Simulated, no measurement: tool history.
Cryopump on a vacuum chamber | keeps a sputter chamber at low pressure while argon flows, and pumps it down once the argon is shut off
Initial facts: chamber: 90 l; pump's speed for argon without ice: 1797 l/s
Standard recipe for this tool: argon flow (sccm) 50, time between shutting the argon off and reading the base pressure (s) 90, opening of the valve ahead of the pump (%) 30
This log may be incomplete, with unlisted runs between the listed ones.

run   hour  argon flow (sccm)  time between shutting the argon off and reading the base pressure (s)  opening of the valve ahead of the pump (%)  pressure while argon flows (Pa)  pressure after the wait (uPa)
  1      0                 50                                                                     90                                          30                           0.1583                           1.23
  2   12.6                 50                                                                     84                                          30                           0.1591                           1.24
  3   23.4                 50                                                                     90                                          30                           0.1594                           1.27
  4   33.3                 50                                                                     90                                          30                           0.1614                           1.25
  5   43.7                 50                                                                     90                                          15                           0.3178                           1.23
  6   66.3                 42                                                                     90                                          30                           0.1355                           1.22
  7   79.6                 42                                                                     90                                          30                           0.1351                           1.25
  8   97.5                 42                                                                     90                                          30                           0.1348                           1.24
  9  107.9                 42                                                                    283                                          30                           0.1359                           0.96
 10  122.5                 42                                                                    283                                          30                           0.1368                           0.97
 11  138.3                 42                                                                    283                                          30                           0.1353                           0.97
 12  161.4                 42                                                                     26                                          30                           0.1356                           2.42
 13  174.7                 96                                                                     26                                          30                           0.3106                           2.39
 14  193.5                 80                                                                     26                                          30                           0.2596                           2.49
 15  215.4                 25                                                                     48                                          60                           0.0417                           1.69
 16    234                 25                                                                    204                                          31                           0.0783                           1.07
 17  255.6                 25                                                                    204                                          31                           0.0783                           1.08
 18  273.4                 27                                                                     90                                          41                           0.0655                           1.32

Estimate the outcome of run 19 from the log above:
 19  286.3                 24                                                                     26                                          24                                ?                              ?

Run 19 produced pressure while argon flows (Pa) 0.0966, pressure after the wait (uPa) 2.52.
With the hidden condition absent and the run-to-run variation left alone, this run would have shown pressure while argon flows (Pa) 0.0939, pressure after the wait (uPa) 1.8.
